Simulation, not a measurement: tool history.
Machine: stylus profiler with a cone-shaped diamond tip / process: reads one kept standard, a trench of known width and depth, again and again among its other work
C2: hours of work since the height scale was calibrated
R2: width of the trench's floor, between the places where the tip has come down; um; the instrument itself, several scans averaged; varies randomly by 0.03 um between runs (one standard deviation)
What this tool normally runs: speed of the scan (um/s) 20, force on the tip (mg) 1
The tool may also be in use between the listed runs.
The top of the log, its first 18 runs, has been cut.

Run 19, day 44.767: usual settings but speed of the scan (um/s) 75; scans with this tip 2625; C2 180. Result: depth of the trench (nm) 505.28, R2 26.94 um.
Run 20, day 47.292: usual settings but speed of the scan (um/s) 75, force on the tip (mg) 2.09; scans with this tip 3191; C2 219. Result: depth of the trench (nm) 508.18, R2 26.95 um.
Run 21, day 49.888: usual settings but speed of the scan (um/s) 22, force on the tip (mg) 0.51; scans with this tip 3772; C2 258. Result: depth of the trench (nm) 503.57, R2 26.93 um.
Run 22, day 52.696: usual settings but speed of the scan (um/s) 14; scans with this tip 4402; C2 302. Result: depth of the trench (nm) 505.47, R2 26.96 um.
Run 23, day 55.525: usual settings but speed of the scan (um/s) 14; scans with this tip 5036; C2 345. Result: depth of the trench (nm) 505.66, R2 26.93 um.
Run 24, day 58.808: usual settings but speed of the scan (um/s) 5, force on the tip (mg) 0.61; scans with this tip 5771; C2 395. Result: depth of the trench (nm) 504.31, R2 26.86 um.
Run 25, day 61.762: usual settings but speed of the scan (um/s) 22, force on the tip (mg) 0.94; scans with this tip 6434; C2 441. Result: depth of the trench (nm) 505.45, R2 26.84 um.
Run 26, day 63.612: usual settings but speed of the scan (um/s) 22, force on the tip (mg) 0.94; scans with this tip 6847; C2 469. Result: depth of the trench (nm) 505.56, R2 26.78 um.
Run 27, day 66.238: usual settings but speed of the scan (um/s) 72, force on the tip (mg) 0.33; scans with this tip 7436; C2 510. Result: depth of the trench (nm) 503.25, R2 26.45 um.
Run 28, day 68.179: usual settings but speed of the scan (um/s) 32, force on the tip (mg) 1.72; scans with this tip 7871; C2 539. Result: depth of the trench (nm) 507.9, R2 26.76 um.
Run 29, day 71.262: usual settings but speed of the scan (um/s) 17; scans with this tip 8562; C2 587. Result: depth of the trench (nm) 505.92, R2 26.61 um.
Run 30, day 73.325: usual settings but speed of the scan (um/s) 33; scans with this tip 9024; C2 618. Result: depth of the trench (nm) 505.96, R2 26.57 um.
Run 31, day 76.308: usual settings but speed of the scan (um/s) 7, force on the tip (mg) 1.39; scans with this tip 9692; C2 664. Result: depth of the trench (nm) 507.11, R2 26.61 um.
Run 32, day 77.967: usual settings but speed of the scan (um/s) 39, force on the tip (mg) 1.39; scans with this tip 10064; C2 690. Result: depth of the trench (nm) 507.19, R2 26.55 um.
Run 33, day 81.058: usual settings but speed of the scan (um/s) 15, force on the tip (mg) 0.47; scans with this tip 10756; C2 737. Result: depth of the trench (nm) 504.22, R2 26.47 um.
Run 34, day 83.733: usual settings but speed of the scan (um/s) 69, force on the tip (mg) 0.7; scans with this tip 11355; C2 778. Result: depth of the trench (nm) 505.12, R2 26.36 um.
Run 35, day 87.267: usual settings but speed of the scan (um/s) 11, force on the tip (mg) 0.91; scans with this tip 12148; C2 832. Result: depth of the trench (nm) 505.76, R2 26.43 um.
Run 36, day 90.775: usual settings but speed of the scan (um/s) 11, force on the tip (mg) 0.91; scans with this tip 12933; C2 886. Result: depth of the trench (nm) 506.22, R2 26.38 um.
Run 37, day 94.35: usual settings but speed of the scan (um/s) 11, force on the tip (mg) 2.8; scans with this tip 13734; C2 941. Result: depth of the trench (nm) 511.07, R2 26.36 um.
Run 38, day 97.75: usual settings but force on the tip (mg) 0.55; scans with this tip 14497; C2 993. Result: depth of the trench (nm) 505.17, R2 26.25 um.
At day 98.962: height scale calibrated on a step standard.
Run 39, day 99.5: usual settings but force on the tip (mg) 0.55; scans with this tip 14884; C2 8. Result: depth of the trench (nm) 503.02, R2 26.18 um.
Run 40, day 101.779: usual settings but speed of the scan (um/s) 21, force on the tip (mg) 0.65; scans with this tip 15395; C2 43. Result: depth of the trench (nm) 503.34, R2 26.22 um.

4 options for the next run, each taken on its own from the tool as it stands now. Forecast them:
Run A, day 104.2: usual settings but speed of the scan (um/s) 10, force on the tip (mg) 0.37; scans with this tip 15937; C2 80. Result: depth of the trench (nm) ?, R2 ?.
Run B, day 104.2: usual settings but speed of the scan (um/s) 68, force on the tip (mg) 2.77; scans with this tip 15937; C2 80. Result: depth of the trench (nm) ?, R2 ?.
Run C, day 104.2: usual settings but speed of the scan (um/s) 8, force on the tip (mg) 0.94; scans with this tip 15937; C2 80. Result: depth of the trench (nm) ?, R2 ?.
Run D, day 104.2: usual settings but speed of the scan (um/s) 19, force on the tip (mg) 0.65; scans with this tip 15937; C2 80. Result: depth of the trench (nm) ?, R2 ?.

run  depth of the trench (nm)     R2
  A                    502.14  26.08
  B                    509.46  26.11
  C                    504.29  26.16
  D                    503.46  26.17
Stripped of hidden state, with their random variation kept, the same runs would have yielded:
run  depth of the trench (nm)     R2
  A                    502.19  27.22
  B                    509.51  27.25
  C                    504.34   27.3
  D                    503.51  27.31

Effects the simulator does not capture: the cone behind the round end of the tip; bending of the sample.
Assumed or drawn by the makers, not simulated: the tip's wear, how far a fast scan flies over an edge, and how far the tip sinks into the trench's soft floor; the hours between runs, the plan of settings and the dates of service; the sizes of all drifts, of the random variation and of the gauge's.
